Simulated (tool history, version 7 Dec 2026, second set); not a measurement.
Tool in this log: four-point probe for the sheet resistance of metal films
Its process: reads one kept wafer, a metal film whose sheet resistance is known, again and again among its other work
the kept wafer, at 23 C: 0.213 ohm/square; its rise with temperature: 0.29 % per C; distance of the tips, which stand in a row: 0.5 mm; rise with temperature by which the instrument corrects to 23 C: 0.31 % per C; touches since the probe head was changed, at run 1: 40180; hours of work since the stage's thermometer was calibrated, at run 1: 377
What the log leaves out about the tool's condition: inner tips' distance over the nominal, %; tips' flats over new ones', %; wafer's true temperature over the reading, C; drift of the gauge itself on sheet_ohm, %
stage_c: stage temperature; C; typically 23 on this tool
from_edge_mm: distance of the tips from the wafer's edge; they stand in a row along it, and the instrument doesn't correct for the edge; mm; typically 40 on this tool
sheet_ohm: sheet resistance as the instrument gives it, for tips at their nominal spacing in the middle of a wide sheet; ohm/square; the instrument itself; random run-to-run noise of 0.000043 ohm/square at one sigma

run	hour	stage_c	from_edge_mm	touches since the probe head was changed	hours of work since the stage's thermometer was calibrated	sheet_ohm
1	0	23	40	40180	377	0.211221
2	13.2	23	6	40531	384	0.211957
3	27	23	40	40896	391	0.211195
4	39.2	23	40	41221	397	0.211118
5	50.1	23	40	41512	403	0.211142
6	69	23	40	42013	413	0.211178
7	85.1	23	40	42440	421	0.211078
8	101.7	23	40	42881	430	0.211122
9	112.4	23	40	43166	435	0.211077
10	122.4	23	40	43430	440	0.211014
11	131.3	23	40	43666	445	0.211087
12	147.1	23	40	44086	453	0.211099
13	161.1	23	40	44460	460	0.211058
14	169.5	23	40	44683	465	0.211022
15	185.5	23	40	45106	473	0.210994
16	196.2	23	40	45392	478	0.211087
17	205.6	23	40	45641	483	0.211085
18	225.1	23	35	46158	493	0.21089
19	238.8	23	40	46522	500	0.210953
20	251.9	23	40	46871	507	0.210929
21	260.7	23	40	47105	512	0.210956
22	277.6	28	40	47554	520	0.210629
23	292.4	28	40	47946	528	0.21067

Run 24, settings as shown, results not yet in. Your forecast:
24	303.5	18	48	48242	534	?

Run 24 measured sheet_ohm 0.211176 ohm/square.
If the tool had no hidden condition, the same run with the same run-to-run variation would have returned sheet_ohm 0.213321 ohm/square.
